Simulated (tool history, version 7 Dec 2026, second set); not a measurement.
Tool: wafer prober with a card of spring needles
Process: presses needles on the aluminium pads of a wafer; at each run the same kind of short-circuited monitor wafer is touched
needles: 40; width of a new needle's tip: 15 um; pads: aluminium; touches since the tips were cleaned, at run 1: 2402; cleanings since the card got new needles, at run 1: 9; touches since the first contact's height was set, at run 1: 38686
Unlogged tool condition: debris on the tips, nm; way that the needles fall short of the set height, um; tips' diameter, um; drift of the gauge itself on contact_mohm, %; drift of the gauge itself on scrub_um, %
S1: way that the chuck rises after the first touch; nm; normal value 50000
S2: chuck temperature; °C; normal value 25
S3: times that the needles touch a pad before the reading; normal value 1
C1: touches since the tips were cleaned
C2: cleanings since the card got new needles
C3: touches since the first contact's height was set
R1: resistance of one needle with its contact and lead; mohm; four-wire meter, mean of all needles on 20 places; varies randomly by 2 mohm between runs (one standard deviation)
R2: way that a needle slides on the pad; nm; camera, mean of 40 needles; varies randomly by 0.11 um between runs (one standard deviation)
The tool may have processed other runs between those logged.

{"run": 1, "hour": 0.0, "S1": 50000, "S2": 25, "S3": 1, "C1": 2402, "C2": 9, "C3": 38686, "R1": 259, "R2": 11720}
{"hour": 5.4, "done": "tips cleaned on abrasive film"}
{"hour": 18.1, "done": "tips cleaned on abrasive film"}
{"hour": 30.9, "done": "tips cleaned on abrasive film"}
{"run": 2, "hour": 33.1, "S1": 50000, "S2": 25, "S3": 1, "C1": 668, "C2": 12, "C3": 48665, "R1": 235, "R2": 11840}
{"hour": 43.1, "done": "tips cleaned on abrasive film"}
{"hour": 57.0, "done": "tips cleaned on abrasive film"}
{"run": 3, "hour": 58.0, "S1": 50000, "S2": 25, "S3": 1, "C1": 301, "C2": 14, "C3": 56173, "R1": 224, "R2": 11640}
{"hour": 69.2, "done": "tips cleaned on abrasive film"}
{"run": 4, "hour": 71.9, "S1": 50000, "S2": 25, "S3": 1, "C1": 825, "C2": 15, "C3": 60393, "R1": 239, "R2": 11650}
{"hour": 81.0, "done": "tips cleaned on abrasive film"}
{"hour": 94.2, "done": "tips cleaned on abrasive film"}
{"run": 5, "hour": 104.9, "S1": 50000, "S2": 25, "S3": 1, "C1": 3257, "C2": 17, "C3": 70364, "R1": 263, "R2": 11670}
{"hour": 107.1, "done": "tips cleaned on abrasive film"}
{"hour": 119.1, "done": "tips cleaned on abrasive film"}
{"hour": 133.0, "done": "tips cleaned on abrasive film"}
{"run": 6, "hour": 133.5, "S1": 50000, "S2": 25, "S3": 1, "C1": 145, "C2": 20, "C3": 78967, "R1": 224, "R2": 11540}
{"hour": 145.5, "done": "tips cleaned on abrasive film"}
{"run": 7, "hour": 153.7, "S1": 69000, "S2": 25, "S3": 1, "C1": 2470, "C2": 21, "C3": 85085, "R1": 237, "R2": 16000}
{"hour": 160.1, "done": "tips cleaned on abrasive film"}
{"hour": 173.5, "done": "tips cleaned on abrasive film"}
{"run": 8, "hour": 173.8, "S1": 50000, "S2": 25, "S3": 1, "C1": 71, "C2": 23, "C3": 91145, "R1": 226, "R2": 11470}
{"hour": 187.0, "done": "tips cleaned on abrasive film"}
{"run": 9, "hour": 193.7, "S1": 50000, "S2": 25, "S3": 1, "C1": 2041, "C2": 24, "C3": 97168, "R1": 259, "R2": 11750}
{"hour": 199.5, "done": "tips cleaned on abrasive film"}
{"hour": 213.7, "done": "tips cleaned on abrasive film"}
{"hour": 227.5, "done": "tips cleaned on abrasive film"}
{"run": 10, "hour": 227.5, "S1": 50000, "S2": 42, "S3": 1, "C1": 0, "C2": 27, "C3": 107376, "R1": 226, "R2": 11650}
{"hour": 241.2, "done": "tips cleaned on abrasive film"}
{"hour": 254.6, "done": "tips cleaned on abrasive film"}
{"run": 11, "hour": 257.8, "S1": 50000, "S2": 25, "S3": 2, "C1": 969, "C2": 29, "C3": 116530, "R1": 233, "R2": 11590}
{"hour": 267.0, "done": "tips cleaned on abrasive film"}
{"hour": 279.3, "done": "tips cleaned on abrasive film"}
{"run": 12, "hour": 284.0, "S1": 50000, "S2": 25, "S3": 2, "C1": 1426, "C2": 31, "C3": 124440, "R1": 236, "R2": 11380}
{"hour": 293.6, "done": "tips cleaned on abrasive film"}
{"hour": 307.4, "done": "tips cleaned on abrasive film"}
{"run": 13, "hour": 309.7, "S1": 50000, "S2": 25, "S3": 2, "C1": 700, "C2": 33, "C3": 132195, "R1": 224, "R2": 11640}
{"hour": 321.9, "done": "tips cleaned on abrasive film"}
{"hour": 335.4, "done": "tips cleaned on abrasive film"}
{"run": 14, "hour": 342.6, "S1": 50000, "S2": 25, "S3": 2, "C1": 2189, "C2": 35, "C3": 142161, "R1": 241, "R2": 11480}
{"hour": 348.8, "done": "tips cleaned on abrasive film"}
{"hour": 360.9, "done": "tips cleaned on abrasive film"}
{"hour": 373.5, "done": "tips cleaned on abrasive film"}
{"run": 15, "hour": 377.3, "S1": 50000, "S2": 25, "S3": 2, "C1": 1150, "C2": 38, "C3": 152617, "R1": 232, "R2": 11260}
{"hour": 386.2, "done": "tips cleaned on abrasive film"}
{"hour": 399.8, "done": "tips cleaned on abrasive film"}
{"run": 16, "hour": 407.7, "S1": 69000, "S2": 49, "S3": 3, "C1": 2402, "C2": 40, "C3": 161825, "R1": 222, "R2": 16050}
{"hour": 413.4, "done": "tips cleaned on abrasive film"}
{"hour": 426.5, "done": "tips cleaned on abrasive film"}
{"run": 17, "hour": 426.5, "S1": 54000, "S2": 32, "S3": 1, "C1": 0, "C2": 42, "C3": 167493, "R1": 223, "R2": 12490}
{"hour": 440.6, "done": "tips cleaned on abrasive film"}
{"run": 18, "hour": 444.0, "S1": 54000, "S2": 32, "S3": 1, "C1": 1035, "C2": 43, "C3": 172769, "R1": 238, "R2": 12180}
{"hour": 452.6, "done": "tips cleaned on abrasive film"}
{"hour": 464.6, "done": "tips cleaned on abrasive film"}
{"run": 19, "hour": 469.5, "S1": 68000, "S2": 119, "S3": 1, "C1": 1510, "C2": 45, "C3": 180482, "R1": 251, "R2": 15480}
{"hour": 478.4, "done": "tips cleaned on abrasive film"}
{"hour": 491.2, "done": "tips cleaned on abrasive film"}
{"run": 20, "hour": 499.2, "S1": 33000, "S2": 119, "S3": 1, "C1": 2413, "C2": 47, "C3": 189441, "R1": 339, "R2": 7200}
{"hour": 504.2, "done": "tips cleaned on abrasive film"}
{"hour": 518.8, "done": "tips cleaned on abrasive film"}
{"run": 21, "hour": 521.9, "S1": 33000, "S2": 119, "S3": 1, "C1": 923, "C2": 49, "C3": 196291, "R1": 299, "R2": 7050}
{"hour": 531.7, "done": "tips cleaned on abrasive film"}
{"run": 22, "hour": 538.7, "S1": 33000, "S2": 119, "S3": 1, "C1": 2133, "C2": 50, "C3": 201376, "R1": 328, "R2": 7220}
{"hour": 545.8, "done": "tips cleaned on abrasive film"}
{"hour": 558.4, "done": "tips cleaned on abrasive film"}
{"run": 23, "hour": 568.3, "S1": 60000, "S2": 31, "S3": 1, "C1": 3018, "C2": 52, "C3": 210333, "R1": 254, "R2": 13690}
{"hour": 570.3, "done": "tips cleaned on abrasive film"}
{"hour": 583.9, "done": "tips cleaned on abrasive film"}
{"hour": 595.8, "done": "tips cleaned on abrasive film"}
{"run": 24, "hour": 601.9, "S1": 50000, "S2": 119, "S3": 1, "C1": 1869, "C2": 55, "C3": 220476, "R1": 275, "R2": 11100}
{"hour": 608.9, "done": "tips cleaned on abrasive film"}
{"hour": 621.8, "done": "tips cleaned on abrasive film"}
{"run": 25, "hour": 631.1, "S1": 50000, "S2": 119, "S3": 1, "C1": 2837, "C2": 57, "C3": 229306, "R1": 287, "R2": 11310}
{"hour": 635.3, "done": "tips cleaned on abrasive film"}
{"hour": 649.1, "done": "tips cleaned on abrasive film"}
{"hour": 661.5, "done": "tips cleaned on abrasive film"}
{"run": 26, "hour": 661.8, "S1": 44000, "S2": 27, "S3": 2, "C1": 101, "C2": 60, "C3": 238540, "R1": 226, "R2": 9760}
{"hour": 670.7, "done": "height of the first contact set anew"}
{"hour": 676.3, "done": "tips cleaned on abrasive film"}
{"hour": 690.4, "done": "tips cleaned on abrasive film"}
{"run": 27, "hour": 694.8, "S1": 44000, "S2": 27, "S3": 2, "C1": 1331, "C2": 62, "C3": 7291, "R1": 236, "R2": 10270}
{"hour": 702.6, "done": "tips cleaned on abrasive film"}
{"hour": 715.0, "done": "tips cleaned on abrasive film"}
{"hour": 728.1, "done": "tips cleaned on abrasive film"}
{"run": 28, "hour": 728.1, "S1": 44000, "S2": 25, "S3": 1, "C1": 0, "C2": 65, "C3": 17333, "R1": 225, "R2": 10420}
{"hour": 740.5, "done": "tips cleaned on abrasive film"}
{"hour": 754.8, "done": "tips cleaned on abrasive film"}
{"run": 29, "hour": 761.1, "S1": 46000, "S2": 34, "S3": 2, "C1": 1917, "C2": 67, "C3": 27306, "R1": 249, "R2": 11030}
{"hour": 767.5, "done": "tips cleaned on abrasive film"}
{"hour": 781.5, "done": "tips cleaned on abrasive film"}
{"run": 30, "hour": 786.9, "S1": 46000, "S2": 34, "S3": 2, "C1": 1627, "C2": 69, "C3": 35103, "R1": 242, "R2": 10740}

What would each run have given without the hidden state, its run-to-run variation left as it was?
run=1 R1=220 R2=11830
run=2 R1=216 R2=11990
run=3 R1=217 R2=11810
run=4 R1=220 R2=11830
run=5 R1=215 R2=11880
run=6 R1=219 R2=11780
run=7 R1=212 R2=16250
run=8 R1=219 R2=11750
run=9 R1=220 R2=12040
run=10 R1=221 R2=11970
run=11 R1=218 R2=11930
run=12 R1=216 R2=11740
run=13 R1=212 R2=12030
run=14 R1=216 R2=11890
run=15 R1=215 R2=11700
run=16 R1=213 R2=16520
run=17 R1=217 R2=12990
run=18 R1=215 R2=12690
run=19 R1=235 R2=16010
run=20 R1=247 R2=7750
run=21 R1=253 R2=7610
run=22 R1=249 R2=7800
run=23 R1=215 R2=14300
run=24 R1=241 R2=11740
run=25 R1=241 R2=11990
run=26 R1=216 R2=10480
run=27 R1=218 R2=10300
run=28 R1=219 R2=10490
run=29 R1=221 R2=11110
run=30 R1=217 R2=10850
